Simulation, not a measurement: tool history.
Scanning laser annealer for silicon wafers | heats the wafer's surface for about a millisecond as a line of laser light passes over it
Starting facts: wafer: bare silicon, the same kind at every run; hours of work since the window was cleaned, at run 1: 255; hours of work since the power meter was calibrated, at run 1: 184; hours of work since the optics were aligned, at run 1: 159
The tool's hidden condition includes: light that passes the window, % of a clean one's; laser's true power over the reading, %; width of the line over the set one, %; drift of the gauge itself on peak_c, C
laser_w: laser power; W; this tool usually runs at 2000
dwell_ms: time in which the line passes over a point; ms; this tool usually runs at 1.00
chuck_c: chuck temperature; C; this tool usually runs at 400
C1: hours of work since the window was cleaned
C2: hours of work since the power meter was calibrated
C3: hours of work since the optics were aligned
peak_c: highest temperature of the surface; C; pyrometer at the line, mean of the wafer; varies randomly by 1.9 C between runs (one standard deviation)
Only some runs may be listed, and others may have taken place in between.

{"run": 1, "hour": 0.0, "laser_w": 2000, "dwell_ms": 1.0, "chuck_c": 400, "C1": 255, "C2": 184, "C3": 159, "peak_c": 1223}
{"run": 2, "hour": 29.2, "laser_w": 2000, "dwell_ms": 1.0, "chuck_c": 400, "C1": 268, "C2": 197, "C3": 172, "peak_c": 1228}
{"run": 3, "hour": 42.6, "laser_w": 1725, "dwell_ms": 1.0, "chuck_c": 400, "C1": 274, "C2": 202, "C3": 178, "peak_c": 1110}
{"run": 4, "hour": 72.8, "laser_w": 1720, "dwell_ms": 1.0, "chuck_c": 400, "C1": 287, "C2": 216, "C3": 191, "peak_c": 1109}
{"run": 5, "hour": 88.9, "laser_w": 1720, "dwell_ms": 1.0, "chuck_c": 400, "C1": 294, "C2": 223, "C3": 199, "peak_c": 1106}
{"run": 6, "hour": 113.7, "laser_w": 2000, "dwell_ms": 1.0, "chuck_c": 400, "C1": 305, "C2": 234, "C3": 209, "peak_c": 1228}
{"run": 7, "hour": 143.3, "laser_w": 2000, "dwell_ms": 1.0, "chuck_c": 378, "C1": 318, "C2": 247, "C3": 222, "peak_c": 1205}
{"run": 8, "hour": 167.6, "laser_w": 2000, "dwell_ms": 1.0, "chuck_c": 378, "C1": 329, "C2": 257, "C3": 233, "peak_c": 1204}
{"run": 9, "hour": 196.0, "laser_w": 2000, "dwell_ms": 1.0, "chuck_c": 400, "C1": 341, "C2": 270, "C3": 246, "peak_c": 1223}
{"run": 10, "hour": 221.7, "laser_w": 2000, "dwell_ms": 1.0, "chuck_c": 400, "C1": 353, "C2": 281, "C3": 257, "peak_c": 1227}
{"run": 11, "hour": 246.6, "laser_w": 2000, "dwell_ms": 1.0, "chuck_c": 421, "C1": 364, "C2": 292, "C3": 268, "peak_c": 1248}
{"run": 12, "hour": 277.0, "laser_w": 2000, "dwell_ms": 1.0, "chuck_c": 400, "C1": 377, "C2": 306, "C3": 281, "peak_c": 1228}
{"hour": 291.0, "done": "window over the wafer cleaned"}
{"run": 13, "hour": 294.3, "laser_w": 2000, "dwell_ms": 0.86, "chuck_c": 400, "C1": 1, "C2": 312, "C3": 288, "peak_c": 1164}
{"run": 14, "hour": 313.8, "laser_w": 2000, "dwell_ms": 0.86, "chuck_c": 400, "C1": 10, "C2": 321, "C3": 297, "peak_c": 1164}
{"run": 15, "hour": 334.0, "laser_w": 2000, "dwell_ms": 0.86, "chuck_c": 400, "C1": 19, "C2": 330, "C3": 305, "peak_c": 1164}
{"run": 16, "hour": 364.1, "laser_w": 2000, "dwell_ms": 0.86, "chuck_c": 400, "C1": 32, "C2": 343, "C3": 319, "peak_c": 1165}
{"run": 17, "hour": 391.7, "laser_w": 2000, "dwell_ms": 1.0, "chuck_c": 400, "C1": 44, "C2": 355, "C3": 331, "peak_c": 1225}
{"run": 18, "hour": 413.0, "laser_w": 2000, "dwell_ms": 1.0, "chuck_c": 400, "C1": 54, "C2": 365, "C3": 340, "peak_c": 1229}
{"run": 19, "hour": 443.0, "laser_w": 2000, "dwell_ms": 1.0, "chuck_c": 400, "C1": 67, "C2": 378, "C3": 353, "peak_c": 1229}
{"run": 20, "hour": 470.3, "laser_w": 2037, "dwell_ms": 0.81, "chuck_c": 400, "C1": 79, "C2": 390, "C3": 365, "peak_c": 1150}
{"run": 21, "hour": 499.5, "laser_w": 2137, "dwell_ms": 0.71, "chuck_c": 425, "C1": 92, "C2": 403, "C3": 378, "peak_c": 1162}
{"run": 22, "hour": 513.6, "laser_w": 2137, "dwell_ms": 0.71, "chuck_c": 425, "C1": 98, "C2": 409, "C3": 384, "peak_c": 1161}
{"run": 23, "hour": 535.4, "laser_w": 2018, "dwell_ms": 1.16, "chuck_c": 438, "C1": 108, "C2": 418, "C3": 394, "peak_c": 1343}
{"run": 24, "hour": 559.3, "laser_w": 2018, "dwell_ms": 1.16, "chuck_c": 438, "C1": 118, "C2": 429, "C3": 405, "peak_c": 1344}
{"run": 25, "hour": 574.8, "laser_w": 2018, "dwell_ms": 1.16, "chuck_c": 438, "C1": 125, "C2": 436, "C3": 411, "peak_c": 1341}
{"run": 26, "hour": 600.6, "laser_w": 2180, "dwell_ms": 1.16, "chuck_c": 438, "C1": 136, "C2": 447, "C3": 423, "peak_c": 1415}
{"run": 27, "hour": 617.5, "laser_w": 2180, "dwell_ms": 1.16, "chuck_c": 438, "C1": 144, "C2": 455, "C3": 430, "peak_c": 1415}
{"run": 28, "hour": 634.5, "laser_w": 2173, "dwell_ms": 0.79, "chuck_c": 371, "C1": 151, "C2": 462, "C3": 438, "peak_c": 1165}

The next listed run, before its measurement:
{"run": 29, "hour": 656.3, "laser_w": 1828, "dwell_ms": 1.07, "chuck_c": 422, "C1": 161, "C2": 472, "C3": 447, "peak_c": "?"}

Logged for run 29: peak_c 1203 C.
Without the tool's hidden state the same run would have given peak_c 1203 C.
